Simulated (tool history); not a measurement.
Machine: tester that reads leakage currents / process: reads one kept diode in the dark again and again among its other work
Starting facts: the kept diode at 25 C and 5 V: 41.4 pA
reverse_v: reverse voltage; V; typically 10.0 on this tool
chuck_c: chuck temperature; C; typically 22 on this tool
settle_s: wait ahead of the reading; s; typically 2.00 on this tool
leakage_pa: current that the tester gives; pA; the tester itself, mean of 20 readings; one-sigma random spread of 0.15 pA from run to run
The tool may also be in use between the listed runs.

run    hour  reverse_v  chuck_c  settle_s  leakage_pa
  1     0.0       10.0       22      2.00       53.63
       50.7  -- chuck's temperature calibrated
  2   133.0       10.0       22      2.20       50.77
  3   222.3       10.0       22      2.20       51.19
  4   327.1       10.0       54      2.00      749.23
  5   448.3       10.0       45      2.00      368.52
  6   546.6       10.0       45      2.00      370.10
  7   647.5       15.4       45      2.00      470.72
  8   723.5       15.4       45      2.00      471.81
  9   825.1       15.4       45      2.00      474.52
 10   892.7       15.4       45      2.00      473.32
 11  1004.9       10.0       22      2.00       53.82
 12  1139.8       10.0       22      1.50       54.59
     1173.4  -- tester calibrated
 13  1225.5        4.2       22      1.50       32.13
 14  1285.8        4.2       22      1.38       32.33
 15  1372.9        4.2       22      1.38       32.51
 16  1472.9        4.2       22      1.38       32.67
 17  1588.2       10.0       22      0.55       58.44
 18  1661.4       10.0       22      1.82       54.95
 19  1743.1       10.0       22      1.82       55.20
 20  1807.7       10.0       22      1.82       55.14
 21  1927.6       10.0       22      6.38       54.44
 22  2021.2        2.5       25      0.61       33.05
 23  2091.1        5.6       37      2.00      143.04
 24  2193.0        5.6       50      2.00      411.88
     2263.4  -- probe card cleaned and baked
 25  2311.5       15.8       34      0.43      202.08
 26  2376.5       10.0       39      1.57      230.60
 27  2454.8        1.3       39      0.58       75.65
 28  2530.9       19.9       22      0.33       91.49
 29  2611.3       19.9       39      0.33      355.13
 30  2688.0       19.9       39      0.33      355.69
 31  2760.5       19.9       39      0.33      355.88
 32  2819.2       17.4       24      8.63       84.41
     2870.3  -- chuck's temperature calibrated
 33  2932.3       17.4       24      8.63       76.48
 34  3002.8       17.4       24      8.63       77.49
 35  3133.7        2.5       42      0.39      129.91
 36  3262.7       10.0       46      1.76      382.91
 37  3374.5       10.0       46      1.76      386.54
 38  3434.7        3.8       22      1.64       28.52
 39  3530.6       10.0       32      2.00      118.94
 40  3614.3       10.0       32      2.00      120.37

Hidden state or all else? Some run-to-run changes of leakage_pa, split into what the settings, what came in and random variation would give without the hidden state, and what is left for the hidden state (with any gauge scatter that isn't in both results):
Unlogged tool condition in this case: stray current of the dirty probe card, pA a volt; current scale over the true one, %; true chuck temperature over the reading, C; drift of the gauge itself on leakage_pa, %.
Run 3 -> 4: chuck_c 22 -> 54, settle_s 2.20 -> 2.00. leakage_pa +698.04 pA: hidden state +23.47, all else +674.57.
Run 4 -> 5: chuck_c 54 -> 45. leakage_pa -380.71 pA: hidden state -11.00, all else -369.71.
Run 10 -> 11: reverse_v 15.4 -> 10.0, chuck_c 45 -> 22. leakage_pa -419.50 pA: hidden state -22.35, all else -397.15.
Run 28 -> 29: chuck_c 22 -> 39. leakage_pa +263.64 pA: hidden state +21.03, all else +242.61.

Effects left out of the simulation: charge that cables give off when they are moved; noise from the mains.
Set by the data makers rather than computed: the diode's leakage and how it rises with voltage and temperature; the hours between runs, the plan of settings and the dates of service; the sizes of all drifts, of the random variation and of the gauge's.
